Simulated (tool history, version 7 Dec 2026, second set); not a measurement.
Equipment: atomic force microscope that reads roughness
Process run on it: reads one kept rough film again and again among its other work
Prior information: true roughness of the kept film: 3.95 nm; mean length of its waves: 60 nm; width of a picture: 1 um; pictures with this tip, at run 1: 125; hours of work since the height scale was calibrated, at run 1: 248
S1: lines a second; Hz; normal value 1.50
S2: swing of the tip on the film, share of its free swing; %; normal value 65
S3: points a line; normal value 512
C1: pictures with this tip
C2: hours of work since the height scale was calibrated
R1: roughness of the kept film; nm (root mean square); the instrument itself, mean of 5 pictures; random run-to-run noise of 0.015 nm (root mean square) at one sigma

run	hour	S1	S2	S3	C1	C2	R1
1	0.0	1.50	65	512	125	248	3.474
2	13.7	1.50	65	512	150	258	3.450
3	24.4	1.50	65	512	169	266	3.392
4	40.3	1.50	63	512	198	278	3.418
5	58.4	1.50	63	512	230	291	3.385
6	68.1	1.50	63	512	248	298	3.355
7	84.0	1.50	63	512	276	310	3.330
8	92.8	1.50	63	306	292	317	3.300
9	102.9	1.50	63	306	310	324	3.287
10	117.7	1.50	65	519	337	335	3.219
# hour 126.6: new tip fitted
11	136.6	1.50	65	519	18	349	3.598
12	146.4	1.50	56	519	36	356	3.653
13	163.0	1.50	56	519	66	368	3.603
14	175.2	1.50	65	512	88	377	3.483
15	188.2	1.46	65	512	111	387	3.500
16	202.7	2.48	65	512	137	398	3.312
17	210.4	2.48	65	512	151	403	3.308
18	226.8	2.48	65	512	181	416	3.284
19	235.9	2.48	65	512	197	422	3.255
# hour 237.8: height scale calibrated on a step standard
20	254.9	1.50	65	512	230	13	3.347
21	269.4	1.50	65	512	256	23	3.322
22	287.8	1.50	65	519	289	37	3.293
23	296.6	1.50	65	519	305	44	3.280
# hour 302.6: height scale calibrated on a step standard, once more
24	308.0	1.50	65	512	323	4	3.268
25	322.9	1.50	65	512	350	15	3.238
# hour 325.1: new tip fitted
26	336.1	1.50	65	259	20	24	3.581
27	346.4	1.50	65	259	39	32	3.537
28	360.6	1.50	65	259	64	43	3.510
29	377.7	0.75	65	891	95	55	3.590
30	387.7	0.75	65	891	113	63	3.573
31	396.6	0.74	65	997	129	69	3.558
32	411.1	1.50	74	629	155	80	3.322
33	422.1	0.62	74	327	175	88	3.449
34	434.2	0.62	74	327	197	97	3.428
35	446.5	0.62	74	327	219	106	3.413
36	458.8	0.62	74	327	241	116	3.412
37	470.1	1.50	57	512	262	124	3.396
38	480.1	2.95	80	481	280	131	2.734
39	489.4	2.40	80	680	297	138	2.873
40	498.7	1.50	71	512	313	145	3.191
41	509.5	0.58	79	288	333	153	3.275
# hour 520.0: new tip fitted
42	524.9	0.58	79	288	9	164	3.615
43	538.0	0.58	79	288	32	174	3.595
44	554.9	3.85	65	961	63	186	3.264
45	567.5	3.85	65	961	85	196	3.215
46	581.0	1.50	63	492	110	206	3.505
47	589.0	1.19	69	917	124	212	3.466
48	607.2	0.98	75	512	157	225	3.385
49	619.7	0.98	75	512	179	235	3.369
50	630.5	0.98	75	512	199	243	3.372
51	648.1	0.80	66	560	231	256	3.427

Hidden condition of the tool, last listed run before each entry between runs versus first listed run after:
Logged between run 10 and run 11: new tip fitted (hour 126.6)
  radius of the tip, nm: 33.4 -> 8.7; height scale over the true one, %: -0.22 -> -0.23
  the result without the hidden state subtracted from the measured one, R1: -0.365 -> -0.034 nm (root mean square)
Logged between run 19 and run 20: height scale calibrated on a step standard (hour 237.8)
  radius of the tip, nm: 22.6 -> 24.9; height scale over the true one, %: -0.29 -> -0.38
  the result without the hidden state subtracted from the measured one, R1: -0.224 -> -0.265 nm (root mean square)
Logged between run 23 and run 24: height scale calibrated on a step standard, once more (hour 302.6)
  radius of the tip, nm: 30.5 -> 31.8; height scale over the true one, %: -0.41 -> 0.06
  the result without the hidden state subtracted from the measured one, R1: -0.338 -> -0.339 nm (root mean square)
Logged between run 25 and run 26: new tip fitted (hour 325.1)
  radius of the tip, nm: 33.9 -> 9.4; height scale over the true one, %: 0.05 -> 0.04
  the result without the hidden state subtracted from the measured one, R1: -0.365 -> -0.035 nm (root mean square)
Logged between run 41 and run 42: new tip fitted (hour 520.0)
  radius of the tip, nm: 33.1 -> 8.3
  the result without the hidden state subtracted from the measured one, R1: -0.361 -> -0.023 nm (root mean square)

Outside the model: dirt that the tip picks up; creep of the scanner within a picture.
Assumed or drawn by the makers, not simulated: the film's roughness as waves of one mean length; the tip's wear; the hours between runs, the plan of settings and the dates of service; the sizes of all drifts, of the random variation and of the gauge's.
